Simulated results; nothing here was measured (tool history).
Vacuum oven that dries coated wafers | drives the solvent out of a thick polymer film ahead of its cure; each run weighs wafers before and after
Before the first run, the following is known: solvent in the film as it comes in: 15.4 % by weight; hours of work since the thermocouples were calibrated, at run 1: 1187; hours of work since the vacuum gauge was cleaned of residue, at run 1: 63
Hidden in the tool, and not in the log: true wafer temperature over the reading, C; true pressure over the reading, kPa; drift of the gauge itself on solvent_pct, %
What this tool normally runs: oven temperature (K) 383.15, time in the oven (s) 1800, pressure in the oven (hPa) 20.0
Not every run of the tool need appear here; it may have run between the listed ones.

run	hour	oven temperature (K)	time in the oven (s)	pressure in the oven (hPa)	hours of work since the thermocouples were calibrated	hours of work since the vacuum gauge was cleaned of residue	solvent left in the film (%)
1	0.0	383.15	1800	20.0	1187	63	3.30
2	46.2	383.15	1800	12.9	1220	96	2.79
3	141.8	383.15	1800	12.9	1288	165	2.79
4	188.7	383.15	1800	12.9	1322	198	2.93
5	244.0	383.15	1800	44.0	1362	238	5.04
# hour 317.7: oven's thermocouples calibrated
6	330.7	383.15	1800	44.0	9	299	4.81
7	390.6	383.15	1800	20.0	52	342	3.01
8	475.4	383.15	1800	20.0	113	403	3.13
9	543.0	383.15	1800	20.0	162	451	3.17
10	608.5	383.15	1800	20.0	209	498	3.26
11	661.4	383.15	1800	20.0	246	536	3.17
12	723.8	383.15	1440	20.0	291	581	3.84
13	810.8	383.15	1440	20.0	354	643	3.88
14	876.4	383.15	1440	20.0	401	690	4.06
15	961.7	383.15	1440	20.0	462	751	3.91
16	1026.2	383.15	1440	20.0	508	798	4.05
17	1123.1	383.15	1440	20.0	578	867	4.07
18	1199.6	383.15	1800	28.9	633	922	4.05
19	1249.6	383.15	1800	20.0	668	958	3.41
20	1337.0	383.15	1800	20.0	731	1021	3.29
21	1406.6	383.15	1800	20.0	781	1071	3.40
22	1466.5	383.15	1800	20.0	824	1113	3.52
23	1512.4	383.15	1800	20.0	857	1146	3.47
24	1602.4	383.15	1800	20.0	921	1211	3.55
25	1642.5	378.15	2400	72.1	950	1240	8.29
26	1706.8	378.15	2400	72.1	996	1286	8.27
27	1759.5	369.15	1020	32.2	1034	1324	10.27
28	1853.1	369.15	1020	32.2	1101	1391	10.52
29	1933.8	393.15	2700	20.0	1159	1449	1.48
30	2024.1	393.15	1680	19.5	1224	1513	1.84
31	2114.6	383.15	2640	57.3	1289	1578	5.48
32	2156.1	383.15	1440	62.7	1319	1608	7.27
33	2248.4	383.15	1800	74.9	1385	1674	7.45
# hour 2285.3: oven's thermocouples calibrated
34	2322.9	372.15	1800	22.9	27	1726	6.74
35	2406.8	383.15	1800	37.7	87	1786	4.56
36	2453.2	383.15	1800	20.0	120	1820	3.29
37	2510.0	396.15	2460	20.0	161	1861	1.30
38	2600.5	396.15	2460	20.0	226	1925	1.34
39	2647.0	374.15	960	59.2	259	1959	10.54
40	2725.2	374.15	960	59.2	315	2015	10.60
41	2782.5	374.15	960	59.2	357	2056	10.79
42	2828.9	374.15	960	59.2	390	2089	10.44
43	2886.9	389.15	1020	20.0	432	2131	3.87
44	2966.6	389.15	1020	20.0	489	2188	3.80
45	3045.0	368.15	3180	11.2	545	2244	5.16
46	3089.5	384.15	1260	13.1	577	2276	4.04

Below are 5 alternative next runs, each starting from the tool's condition after run 46. Predict each:
A	3139.6	397.15	1800	20.0	613	2312	?
B	3139.6	390.15	2400	64.9	613	2312	?
C	3139.6	397.15	1980	14.6	613	2312	?
D	3139.6	379.15	1260	13.1	613	2312	?
E	3139.6	377.15	1140	58.4	613	2312	?

run	solvent left in the film (%)
A	1.41
B	4.67
C	1.16
D	5.55
E	9.39
With the hidden condition removed and each run's random variation left untouched, the same runs would have given:
run	solvent left in the film (%)
A	1.03
B	4.16
C	0.79
D	4.93
E	8.78
